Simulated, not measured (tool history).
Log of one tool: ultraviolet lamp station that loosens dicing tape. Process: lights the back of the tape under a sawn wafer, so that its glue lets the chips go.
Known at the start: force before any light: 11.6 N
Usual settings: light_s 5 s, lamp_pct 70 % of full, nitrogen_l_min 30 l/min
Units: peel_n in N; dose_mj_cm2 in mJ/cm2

run	day	light_s	lamp_pct	nitrogen_l_min	peel_n	dose_mj_cm2
1	0	5	70	30	0.781	397
2	0.754	5	70	30	0.793	394
3	1.521	5	70	30	0.738	392
4	2.146	5	70	30	0.755	398
5	2.733	5	70	30	0.811	391
6	3.546	5	97	30	0.289	541
7	4.233	5	97	30	0.32	543
8	4.742	9	97	9	0.202	984
9	5.25	9	97	9	0.197	985
10	6.383	9	68	23	0.189	686
11	7.021	5	67	33	0.797	381
12	7.971	5	67	33	0.778	378
13	8.696	5	70	22	1.019	397

Run 14 comes next. What will it give?
14	9.188	5	70	22	?	?

Run 14 gave peel_n 1.024 N, dose_mj_cm2 395 mJ/cm2.
Without the tool's hidden state the same run would have given peel_n 1.023 N, dose_mj_cm2 396 mJ/cm2.
